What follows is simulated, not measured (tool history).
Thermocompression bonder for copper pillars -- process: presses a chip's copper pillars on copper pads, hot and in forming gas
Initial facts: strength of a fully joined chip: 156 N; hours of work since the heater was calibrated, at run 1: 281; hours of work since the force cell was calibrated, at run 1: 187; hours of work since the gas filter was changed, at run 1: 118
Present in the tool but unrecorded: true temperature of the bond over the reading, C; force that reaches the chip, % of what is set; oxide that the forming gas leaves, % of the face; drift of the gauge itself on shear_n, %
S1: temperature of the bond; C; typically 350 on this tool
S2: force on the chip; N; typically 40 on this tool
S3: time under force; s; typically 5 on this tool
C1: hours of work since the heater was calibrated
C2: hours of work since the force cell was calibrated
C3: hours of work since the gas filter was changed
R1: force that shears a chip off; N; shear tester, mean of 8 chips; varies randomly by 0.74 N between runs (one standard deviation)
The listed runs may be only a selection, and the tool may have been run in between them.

| run | hour | S1 | S2 | S3 | C1 | C2 | C3 | R1 |
|---|---|---|---|---|---|---|---|---|
| 1 | 0.0 | 350 | 40 | 5 | 281 | 187 | 118 | 52.1 |
| 2 | 17.1 | 350 | 40 | 5 | 294 | 200 | 131 | 52.1 |
| 3 | 33.0 | 350 | 40 | 5 | 306 | 212 | 143 | 51.8 |
| 4 | 46.8 | 350 | 40 | 5 | 316 | 222 | 153 | 52.0 |
| 5 | 61.8 | 350 | 40 | 5 | 327 | 233 | 164 | 51.6 |
|  | 72.4 | forming gas filter changed |
| 6 | 77.8 | 350 | 40 | 5 | 339 | 244 | 4 | 53.8 |
| 7 | 95.5 | 350 | 35 | 5 | 352 | 257 | 17 | 50.7 |
| 8 | 117.4 | 350 | 35 | 5 | 368 | 274 | 33 | 49.8 |
| 9 | 139.7 | 350 | 40 | 5 | 384 | 290 | 50 | 54.8 |
| 10 | 155.4 | 350 | 40 | 5 | 396 | 302 | 61 | 55.4 |
| 11 | 173.4 | 375 | 40 | 5 | 409 | 315 | 75 | 64.6 |
| 12 | 196.4 | 375 | 40 | 5 | 426 | 332 | 92 | 63.3 |
| 13 | 207.8 | 350 | 40 | 5 | 435 | 340 | 100 | 53.3 |
| 14 | 228.2 | 350 | 40 | 5 | 450 | 356 | 115 | 54.2 |
| 15 | 243.7 | 350 | 40 | 5 | 461 | 367 | 127 | 54.0 |
| 16 | 266.6 | 336 | 40 | 5 | 478 | 384 | 144 | 47.5 |
| 17 | 288.6 | 336 | 40 | 5 | 495 | 400 | 160 | 46.1 |
| 18 | 301.8 | 350 | 24 | 5 | 504 | 410 | 170 | 33.7 |
|  | 306.9 | heater calibrated with a thermocouple chip |
|  | 307.4 | forming gas filter changed |
| 19 | 328.0 | 350 | 27 | 5 | 15 | 428 | 15 | 37.6 |
| 20 | 348.4 | 350 | 27 | 5 | 30 | 443 | 30 | 38.1 |
| 21 | 368.5 | 350 | 27 | 5 | 45 | 457 | 45 | 37.9 |
| 22 | 379.9 | 365 | 40 | 6 | 54 | 466 | 54 | 63.8 |
| 23 | 396.9 | 324 | 57 | 6 | 66 | 479 | 66 | 62.8 |
| 24 | 414.5 | 363 | 57 | 6 | 79 | 492 | 79 | 79.6 |
| 25 | 425.7 | 341 | 57 | 5 | 88 | 500 | 88 | 64.2 |
| 26 | 439.8 | 375 | 40 | 4 | 98 | 510 | 98 | 55.9 |
| 27 | 450.6 | 375 | 40 | 5 | 106 | 518 | 106 | 62.1 |
| 28 | 462.2 | 375 | 40 | 5 | 114 | 527 | 114 | 61.5 |
| 29 | 482.4 | 370 | 36 | 7 | 129 | 542 | 129 | 61.8 |
| 30 | 502.8 | 340 | 26 | 4 | 145 | 557 | 145 | 29.8 |
| 31 | 525.8 | 344 | 48 | 5 | 162 | 574 | 162 | 57.6 |
|  | 539.1 | forming gas filter changed |
| 32 | 547.0 | 357 | 27 | 5 | 177 | 589 | 6 | 40.9 |
| 33 | 562.9 | 376 | 25 | 14 | 189 | 601 | 18 | 66.6 |
| 34 | 577.4 | 350 | 33 | 5 | 199 | 612 | 28 | 47.4 |
| 35 | 592.8 | 350 | 51 | 5 | 211 | 623 | 40 | 66.2 |
| 36 | 605.5 | 350 | 35 | 11 | 220 | 632 | 49 | 65.6 |
| 37 | 621.3 | 350 | 35 | 11 | 232 | 644 | 61 | 65.7 |
| 38 | 632.1 | 350 | 35 | 11 | 240 | 652 | 69 | 65.5 |
| 39 | 646.6 | 350 | 35 | 3 | 251 | 663 | 79 | 38.4 |

Below, some changes in R1 between adjacent runs. For each, the amount present without the hidden state too (settings, incoming material, random variation) and the amount remaining for the hidden state with gauge scatter not shared by both compared results:
Run 5 -> 6: forming gas filter changed. R1 +2.2 N: hidden state +4.8, all else -2.6.
Run 29 -> 30: S1 370 -> 340, S2 36 -> 26, S3 7 -> 4. R1 -32.0 N: hidden state +2.1, all else -34.1.
Run 30 -> 31: S1 340 -> 344, S2 26 -> 48, S3 4 -> 5. R1 +27.8 N: hidden state -2.7, all else +30.5.
Run 31 -> 32: S1 344 -> 357, S2 48 -> 27, forming gas filter changed. R1 -16.7 N: hidden state +5.1, all else -21.8.
Run 38 -> 39: S3 11 -> 3. R1 -27.1 N: hidden state +0.4, all else -27.5.

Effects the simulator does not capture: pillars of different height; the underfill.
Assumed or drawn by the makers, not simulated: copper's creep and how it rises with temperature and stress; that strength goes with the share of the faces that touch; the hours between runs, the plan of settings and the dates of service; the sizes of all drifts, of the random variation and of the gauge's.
